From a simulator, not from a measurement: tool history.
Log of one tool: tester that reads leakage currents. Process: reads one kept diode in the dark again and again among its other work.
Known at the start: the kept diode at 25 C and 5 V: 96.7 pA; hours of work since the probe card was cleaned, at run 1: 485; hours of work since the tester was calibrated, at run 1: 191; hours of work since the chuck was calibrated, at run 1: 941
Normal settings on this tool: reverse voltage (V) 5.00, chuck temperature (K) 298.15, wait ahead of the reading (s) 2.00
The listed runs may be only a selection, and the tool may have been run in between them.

run,day,reverse voltage (V),chuck temperature (K),wait ahead of the reading (s),hours of work since the probe card was cleaned,hours of work since the tester was calibrated,hours of work since the chuck was calibrated,current that the tester gives (pA)
1,0.000,5.00,298.15,2.00,485,191,941,96.61
2,1.621,5.00,298.15,2.00,502,208,958,96.25
3,4.188,5.00,298.15,2.00,529,234,985,96.19
4,7.188,5.00,298.15,2.00,560,266,1016,96.74
5,9.600,5.00,298.15,2.00,585,291,1041,96.79
6,11.592,5.00,298.15,2.00,606,312,1062,96.67
7,15.004,5.00,298.15,2.00,641,347,1098,96.66
8,17.512,6.40,298.15,2.00,667,373,1124,110.49
9,20.004,6.40,298.15,2.00,693,399,1150,111.08
10,21.858,6.40,298.15,2.00,713,419,1169,111.03
11,24.912,18.83,298.15,2.00,744,450,1201,206.87
12,27.746,5.00,298.15,1.11,774,480,1230,97.61
13,29.408,5.00,329.15,2.00,791,497,1248,690.85
14,31.429,1.91,298.15,2.00,812,518,1269,56.67
15,34.154,12.55,298.15,2.00,841,547,1297,162.95
# day 34.442: tester calibrated
16,36.529,12.55,298.15,2.00,865,22,1321,164.22
17,38.288,5.00,298.15,2.00,883,40,1339,97.28
18,41.658,5.00,298.15,2.00,918,75,1374,96.92
19,43.488,5.00,326.15,2.00,937,94,1393,575.83
20,45.958,5.00,326.15,2.00,963,120,1419,575.07
# day 46.300: tester calibrated, once more
21,49.583,5.00,313.15,2.00,1000,34,1456,257.24
22,52.746,4.18,326.15,9.07,1033,67,1489,519.33
23,54.675,4.12,298.15,0.48,1053,87,1509,89.54
24,57.592,1.80,314.15,1.61,1083,118,1540,157.31
# day 59.342: chuck's temperature calibrated
25,59.858,12.46,299.15,9.34,1106,140,5,192.16
26,61.425,5.00,296.15,0.47,1122,157,22,97.87
27,64.900,5.00,296.15,0.47,1158,193,58,97.79
28,68.262,5.00,327.15,2.00,1194,228,93,659.89
29,71.633,5.00,328.15,2.00,1229,263,128,696.99
30,73.871,5.00,328.15,2.00,1252,286,151,693.41
31,77.133,2.23,297.15,2.00,1286,320,185,64.12
32,79.112,1.09,298.15,1.27,1307,341,206,46.03
33,82.008,1.27,298.15,1.45,1337,371,236,50.09
34,85.650,3.36,306.15,3.66,1375,409,274,144.11
35,87.317,3.36,306.15,3.66,1392,426,291,143.43
36,90.304,15.24,306.15,0.43,1423,458,323,347.11
37,93.829,15.24,306.15,0.43,1460,494,359,346.97
38,97.121,1.10,298.15,0.75,1494,529,394,46.42
39,99.012,14.88,298.15,3.87,1514,548,413,207.12
40,102.008,5.00,324.15,0.53,1545,580,445,542.38

4 ways to go on from here, each from the tool as it stands after run 40. What would each give?
A,104.271,18.06,308.15,0.59,1569,603,468,?
B,104.271,5.00,294.15,0.73,1569,603,468,?
C,104.271,10.04,332.15,1.85,1569,603,468,?
D,104.271,5.00,313.15,8.97,1569,603,468,?

run,current that the tester gives (pA)
A,427.06
B,86.63
C,1245.21
D,274.83
Without the tool's unlogged condition, the same runs would have read:
run,current that the tester gives (pA)
A,388.92
B,75.13
C,1253.35
D,269.58
